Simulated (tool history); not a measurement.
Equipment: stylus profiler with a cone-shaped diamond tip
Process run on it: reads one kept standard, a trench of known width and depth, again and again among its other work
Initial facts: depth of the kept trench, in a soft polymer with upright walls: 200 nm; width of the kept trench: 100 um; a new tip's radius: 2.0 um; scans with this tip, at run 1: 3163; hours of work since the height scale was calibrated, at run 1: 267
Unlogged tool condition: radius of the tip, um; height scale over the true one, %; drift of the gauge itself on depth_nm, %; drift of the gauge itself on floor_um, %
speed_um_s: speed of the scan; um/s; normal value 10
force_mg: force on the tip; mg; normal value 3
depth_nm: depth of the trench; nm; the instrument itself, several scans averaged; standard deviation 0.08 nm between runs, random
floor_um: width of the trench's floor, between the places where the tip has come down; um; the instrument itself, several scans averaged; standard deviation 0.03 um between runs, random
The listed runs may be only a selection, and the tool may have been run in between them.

run,hour,speed_um_s,force_mg,scans with this tip,hours of work since the height scale was calibrated,depth_nm,floor_um
1,0,10,3,3163,267,203.06,97.71
2,14.7,16,3,3280,277,203.09,97.7
3,23.7,16,3,3350,283,203.18,97.67
4,41.9,16,3,3495,295,203.31,97.67
5,61.9,10,3,3652,308,203.17,97.67
6,81.7,10,3,3809,322,203.4,97.64
7,100.3,10,3,3956,334,203.24,97.65
8,118.4,10,3,4099,346,203.38,97.6
9,127.6,10,3,4172,352,203.34,97.55
10,139.1,10,3,4263,360,203.31,97.55
11,151.4,10,3,4360,368,203.3,97.57
12,171.9,10,3,4522,382,203.34,97.53
13,180.8,10,3,4593,388,203.32,97.56
14,194.3,10,3,4699,397,203.36,97.51
15,206.9,10,3,4799,405,203.32,97.56
16,222,4,3,4918,415,203.37,97.52
17,243.4,4,3,5088,430,203.41,97.5
18,257.9,10,3,5202,439,203.36,97.51
19,275.5,10,3,5342,451,203.35,97.45
20,288.9,9,3,5447,460,203.4,97.47
21,309.5,17,1.23,5610,474,201.95,97.28
22,319.3,17,2.48,5688,480,202.95,97.37
23,335.3,3,8.4,5814,491,206.44,97.47

Run 24 comes next. What will it give?
24,355,3,4.2,5970,504,?,?

{"run 24": {"depth_nm": 204.22, "floor_um": 97.32}}
Take away the tool's hidden state, keep the run-to-run variation as it was, and the same run would have given depth_nm 203.84 nm, floor_um 98.15 um.
